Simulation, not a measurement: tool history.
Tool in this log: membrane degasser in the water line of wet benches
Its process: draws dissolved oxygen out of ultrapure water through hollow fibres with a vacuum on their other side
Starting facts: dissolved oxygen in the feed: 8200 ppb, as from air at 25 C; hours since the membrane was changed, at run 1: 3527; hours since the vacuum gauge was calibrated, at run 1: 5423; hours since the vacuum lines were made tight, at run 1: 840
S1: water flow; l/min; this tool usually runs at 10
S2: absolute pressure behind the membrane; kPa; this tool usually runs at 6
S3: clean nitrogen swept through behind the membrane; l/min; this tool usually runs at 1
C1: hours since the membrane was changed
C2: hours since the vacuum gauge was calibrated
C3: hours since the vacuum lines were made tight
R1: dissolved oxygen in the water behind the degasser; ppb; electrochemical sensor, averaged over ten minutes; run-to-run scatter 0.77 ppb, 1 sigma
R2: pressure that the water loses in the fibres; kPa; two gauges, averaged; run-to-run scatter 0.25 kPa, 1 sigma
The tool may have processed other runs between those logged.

run    hour  S1     S2    S3    C1    C2    C3     R1     R2
  1       0  10      6     1  3527  5423   840   95.4  70.37
  2   116.7  10      6     1  3644  5540   957   95.1  69.95
  3   269.6  10      6     1  3797  5693  1109   96.6  70.45
  4   364.8  10  14.66     1  3892  5788  1205  293.9   70.4
  5   428.6  10  14.66     1  3956  5852  1269  294.8  70.78
  6   580.9  10      6  1.27  4108  6004  1421   83.1  70.68
  7     653  10      6  1.27  4180  6076  1493   82.9   70.4
  8   783.9  10      6  1.27  4311  6207  1624   82.6  71.22
  9   895.8  10      6  1.27  4423  6319  1736   83.9  70.77
 10    1034  10      6     1  4561  6457  1874   97.2  71.03
 11  1101.5  13      6     1  4628  6525  1941  165.1  91.95
 12  1174.2  11      6     1  4701  6598  2014  119.6  77.57
 13  1277.7  10      6     1  4805  6701  2118     99  70.44
     1291.6  -- vacuum gauge calibrated
 14    1409  10      6     1  4935   117  2248  103.6  71.25
 15  1486.6  10      6     1  5013   195  2326  104.9  71.15
     1526.9  -- vacuum gauge calibrated, once more
 16  1561.5  10      6     1  5087    35  2400   93.9   71.4
 17  1633.3   8      6     1  5159   106  2472   63.9  57.11
 18  1722.3   7      6     1  5248   195  2561   52.8  49.77
 19  1849.9   7      6     1  5376   323  2689   54.6  50.08
 20  1916.1   8      6  0.94  5442   389  2755   68.2  56.88
 21  1995.6   8    3.7  0.94  5522   469  2835   20.5  57.23
 22  2070.8  10   4.13     1  5597   544  2910     51  71.46
 23  2193.7  10   4.13     1  5720   667  3033   49.8  71.66
 24  2322.2  10   4.13     1  5848   795  3161   50.5   71.5
 25  2401.3  10   4.13     1  5927   874  3240   51.5  72.06
 26  2515.8  14  14.47     1  6042   989  3355  447.1  101.1
 27  2658.1   6   5.37  1.83  6184  1131  3497   21.1   42.7
 28  2749.1  10   4.28  1.44  6275  1222  3588   47.7  72.19
 29  2841.7  10   6.03  0.93  6368  1315  3681  101.6     72
 30  2916.2  10   6.03  0.93  6442  1389  3755  104.3  72.71
 31  3000.5   8      6     1  6526  1474  3839   66.2  57.35

What if the next run were any one of these 4? Each begins from the tool's condition after run 31:
  A  3105.3   8     6  2.51  6631  1578  3944   ?   ?
  B  3105.3   9   3.6  1.78  6631  1578  3944   ?   ?
  C  3105.3  13  6.87  2.38  6631  1578  3944   ?   ?
  D  3105.3   7  9.83  1.17  6631  1578  3944   ?   ?

run     R1     R2
  A   33.8  57.79
  B   23.6  65.01
  C  130.8  93.77
  D  105.6   50.4
Without the tool's hidden state the same runs would have given:
run     R1     R2
  A   28.5  54.29
  B   16.4  61.04
  C  107.7  88.06
  D   97.7  47.33
